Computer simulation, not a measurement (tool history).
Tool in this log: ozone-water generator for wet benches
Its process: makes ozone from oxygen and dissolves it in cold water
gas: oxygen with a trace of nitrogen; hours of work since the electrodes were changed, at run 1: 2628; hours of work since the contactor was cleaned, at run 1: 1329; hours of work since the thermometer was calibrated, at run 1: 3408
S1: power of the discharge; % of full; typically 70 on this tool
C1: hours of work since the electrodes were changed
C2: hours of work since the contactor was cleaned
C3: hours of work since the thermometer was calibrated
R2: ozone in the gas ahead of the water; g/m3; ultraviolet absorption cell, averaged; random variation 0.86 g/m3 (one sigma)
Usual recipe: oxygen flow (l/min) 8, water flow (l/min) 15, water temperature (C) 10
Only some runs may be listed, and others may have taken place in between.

{"run": 1, "hour": 0.0, "S1": 70, "oxygen flow (l/min)": 8, "water flow (l/min)": 15, "water temperature (C)": 10, "C1": 2628, "C2": 1329, "C3": 3408, "dissolved ozone (ppm)": 23.4, "R2": 122.7}
{"run": 2, "hour": 209.9, "S1": 70, "oxygen flow (l/min)": 8, "water flow (l/min)": 15, "water temperature (C)": 10, "C1": 2763, "C2": 1464, "C3": 3543, "dissolved ozone (ppm)": 23.6, "R2": 122.5}
{"run": 3, "hour": 356.0, "S1": 70, "oxygen flow (l/min)": 8, "water flow (l/min)": 15, "water temperature (C)": 10, "C1": 2857, "C2": 1558, "C3": 3636, "dissolved ozone (ppm)": 22.9, "R2": 122.5}
{"run": 4, "hour": 443.5, "S1": 70, "oxygen flow (l/min)": 8, "water flow (l/min)": 15, "water temperature (C)": 10, "C1": 2913, "C2": 1614, "C3": 3693, "dissolved ozone (ppm)": 23.1, "R2": 121}
{"run": 5, "hour": 610.0, "S1": 70, "oxygen flow (l/min)": 8, "water flow (l/min)": 15, "water temperature (C)": 10, "C1": 3020, "C2": 1721, "C3": 3800, "dissolved ozone (ppm)": 22.8, "R2": 122.1}
{"run": 6, "hour": 717.3, "S1": 70, "oxygen flow (l/min)": 8, "water flow (l/min)": 15, "water temperature (C)": 10, "C1": 3089, "C2": 1790, "C3": 3868, "dissolved ozone (ppm)": 22.8, "R2": 121}
{"run": 7, "hour": 805.3, "S1": 70, "oxygen flow (l/min)": 8, "water flow (l/min)": 15, "water temperature (C)": 10, "C1": 3145, "C2": 1846, "C3": 3925, "dissolved ozone (ppm)": 22.4, "R2": 120.9}
{"run": 8, "hour": 891.1, "S1": 70, "oxygen flow (l/min)": 8, "water flow (l/min)": 15, "water temperature (C)": 10, "C1": 3200, "C2": 1902, "C3": 3980, "dissolved ozone (ppm)": 22.6, "R2": 120.6}
{"run": 9, "hour": 998.6, "S1": 70, "oxygen flow (l/min)": 8, "water flow (l/min)": 15, "water temperature (C)": 10, "C1": 3269, "C2": 1971, "C3": 4049, "dissolved ozone (ppm)": 22.3, "R2": 119.8}
{"run": 10, "hour": 1207.1, "S1": 70, "oxygen flow (l/min)": 8, "water flow (l/min)": 15, "water temperature (C)": 10, "C1": 3403, "C2": 2105, "C3": 4183, "dissolved ozone (ppm)": 22.5, "R2": 119.3}
{"run": 11, "hour": 1302.6, "S1": 70, "oxygen flow (l/min)": 8, "water flow (l/min)": 15, "water temperature (C)": 10, "C1": 3464, "C2": 2166, "C3": 4244, "dissolved ozone (ppm)": 22.2, "R2": 118}
{"run": 12, "hour": 1513.8, "S1": 70, "oxygen flow (l/min)": 8, "water flow (l/min)": 9, "water temperature (C)": 10, "C1": 3600, "C2": 2302, "C3": 4380, "dissolved ozone (ppm)": 28.9, "R2": 118.4}
{"run": 13, "hour": 1684.1, "S1": 70, "oxygen flow (l/min)": 8, "water flow (l/min)": 15, "water temperature (C)": 10, "C1": 3709, "C2": 2411, "C3": 4489, "dissolved ozone (ppm)": 22.1, "R2": 116.6}
{"run": 14, "hour": 1865.8, "S1": 70, "oxygen flow (l/min)": 7.52, "water flow (l/min)": 15, "water temperature (C)": 10, "C1": 3826, "C2": 2528, "C3": 4606, "dissolved ozone (ppm)": 22.1, "R2": 120.4}
{"run": 15, "hour": 2040.3, "S1": 70, "oxygen flow (l/min)": 7.52, "water flow (l/min)": 15, "water temperature (C)": 10, "C1": 3938, "C2": 2640, "C3": 4718, "dissolved ozone (ppm)": 21.8, "R2": 120.6}
{"run": 16, "hour": 2185.6, "S1": 70, "oxygen flow (l/min)": 7.52, "water flow (l/min)": 15, "water temperature (C)": 10, "C1": 4032, "C2": 2733, "C3": 4811, "dissolved ozone (ppm)": 21.7, "R2": 120.3}
{"run": 17, "hour": 2309.6, "S1": 70, "oxygen flow (l/min)": 7.52, "water flow (l/min)": 15, "water temperature (C)": 10, "C1": 4111, "C2": 2813, "C3": 4891, "dissolved ozone (ppm)": 21.6, "R2": 117.2}
{"hour": 2393.2, "done": "water thermometer calibrated"}
{"run": 18, "hour": 2498.7, "S1": 44, "oxygen flow (l/min)": 7.52, "water flow (l/min)": 18, "water temperature (C)": 10, "C1": 4232, "C2": 2934, "C3": 68, "dissolved ozone (ppm)": 15.5, "R2": 93.5}
{"run": 19, "hour": 2639.5, "S1": 44, "oxygen flow (l/min)": 7.52, "water flow (l/min)": 18, "water temperature (C)": 10, "C1": 4323, "C2": 3024, "C3": 158, "dissolved ozone (ppm)": 15, "R2": 93.7}
{"run": 20, "hour": 2795.7, "S1": 76, "oxygen flow (l/min)": 8.77, "water flow (l/min)": 18, "water temperature (C)": 15, "C1": 4423, "C2": 3125, "C3": 258, "dissolved ozone (ppm)": 17.5, "R2": 111}
{"run": 21, "hour": 2921.9, "S1": 59, "oxygen flow (l/min)": 8, "water flow (l/min)": 15, "water temperature (C)": 10, "C1": 4504, "C2": 3206, "C3": 340, "dissolved ozone (ppm)": 19, "R2": 102.6}
{"run": 22, "hour": 3029.1, "S1": 59, "oxygen flow (l/min)": 8, "water flow (l/min)": 15, "water temperature (C)": 9, "C1": 4573, "C2": 3274, "C3": 408, "dissolved ozone (ppm)": 19.9, "R2": 101.8}
{"run": 23, "hour": 3132.4, "S1": 43, "oxygen flow (l/min)": 8, "water flow (l/min)": 15, "water temperature (C)": 10, "C1": 4639, "C2": 3341, "C3": 475, "dissolved ozone (ppm)": 16.4, "R2": 88.4}
{"run": 24, "hour": 3306.7, "S1": 43, "oxygen flow (l/min)": 8, "water flow (l/min)": 15, "water temperature (C)": 10, "C1": 4751, "C2": 3453, "C3": 587, "dissolved ozone (ppm)": 16.4, "R2": 87.3}
{"hour": 3341.0, "done": "contactor cleaned"}
{"run": 25, "hour": 3451.8, "S1": 43, "oxygen flow (l/min)": 8, "water flow (l/min)": 15, "water temperature (C)": 10, "C1": 4842, "C2": 71, "C3": 677, "dissolved ozone (ppm)": 16.5, "R2": 87.8}
{"run": 26, "hour": 3545.8, "S1": 70, "oxygen flow (l/min)": 8, "water flow (l/min)": 13, "water temperature (C)": 10, "C1": 4902, "C2": 132, "C3": 738, "dissolved ozone (ppm)": 22.3, "R2": 110.1}
{"run": 27, "hour": 3685.0, "S1": 70, "oxygen flow (l/min)": 8, "water flow (l/min)": 13, "water temperature (C)": 10, "C1": 4992, "C2": 221, "C3": 827, "dissolved ozone (ppm)": 22.5, "R2": 109.1}
{"run": 28, "hour": 3882.7, "S1": 91, "oxygen flow (l/min)": 4.34, "water flow (l/min)": 20, "water temperature (C)": 8, "C1": 5119, "C2": 348, "C3": 954, "dissolved ozone (ppm)": 19.6, "R2": 174.8}

Subtracting, for every run, the result it would have given without the tool's unlogged condition from the measured result gives the following. The same run-to-run variation enters both numbers; the gauge's scatter may not:
The hidden state here: yield of the discharge, % of new electrodes'; contactor's efficiency, % of a clean one's; true water temperature over the reading, C; drift of the gauge itself on ozone_ppm, %; drift of the gauge itself on gas_g_m3, %.
run=1 dissolved_ozone_(ppm)=-3.7 R2=-16.6
run=2 dissolved_ozone_(ppm)=-3.9 R2=-17.5
run=3 dissolved_ozone_(ppm)=-4 R2=-18.1
run=4 dissolved_ozone_(ppm)=-4.2 R2=-18.5
run=5 dissolved_ozone_(ppm)=-4.2 R2=-19.2
run=6 dissolved_ozone_(ppm)=-4.4 R2=-19.8
run=7 dissolved_ozone_(ppm)=-4.4 R2=-19.9
run=8 dissolved_ozone_(ppm)=-4.5 R2=-20.4
run=9 dissolved_ozone_(ppm)=-4.6 R2=-20.8
run=10 dissolved_ozone_(ppm)=-4.8 R2=-21.6
run=11 dissolved_ozone_(ppm)=-4.9 R2=-21.9
run=12 dissolved_ozone_(ppm)=-6.6 R2=-22.9
run=13 dissolved_ozone_(ppm)=-5.2 R2=-23.5
run=14 dissolved_ozone_(ppm)=-5.4 R2=-25.1
run=15 dissolved_ozone_(ppm)=-5.5 R2=-26.1
run=16 dissolved_ozone_(ppm)=-5.7 R2=-26.7
run=17 dissolved_ozone_(ppm)=-5.8 R2=-26.8
run=18 dissolved_ozone_(ppm)=-3.1 R2=-16.2
run=19 dissolved_ozone_(ppm)=-3.1 R2=-16.5
run=20 dissolved_ozone_(ppm)=-5.3 R2=-29.4
run=21 dissolved_ozone_(ppm)=-5.1 R2=-23.6
run=22 dissolved_ozone_(ppm)=-5.3 R2=-24
run=23 dissolved_ozone_(ppm)=-3.7 R2=-16.7
run=24 dissolved_ozone_(ppm)=-3.8 R2=-17.2
run=25 dissolved_ozone_(ppm)=-3.5 R2=-17.6
run=26 dissolved_ozone_(ppm)=-6.6 R2=-31.6
run=27 dissolved_ozone_(ppm)=-6.8 R2=-32.1
run=28 dissolved_ozone_(ppm)=-7.1 R2=-61.6

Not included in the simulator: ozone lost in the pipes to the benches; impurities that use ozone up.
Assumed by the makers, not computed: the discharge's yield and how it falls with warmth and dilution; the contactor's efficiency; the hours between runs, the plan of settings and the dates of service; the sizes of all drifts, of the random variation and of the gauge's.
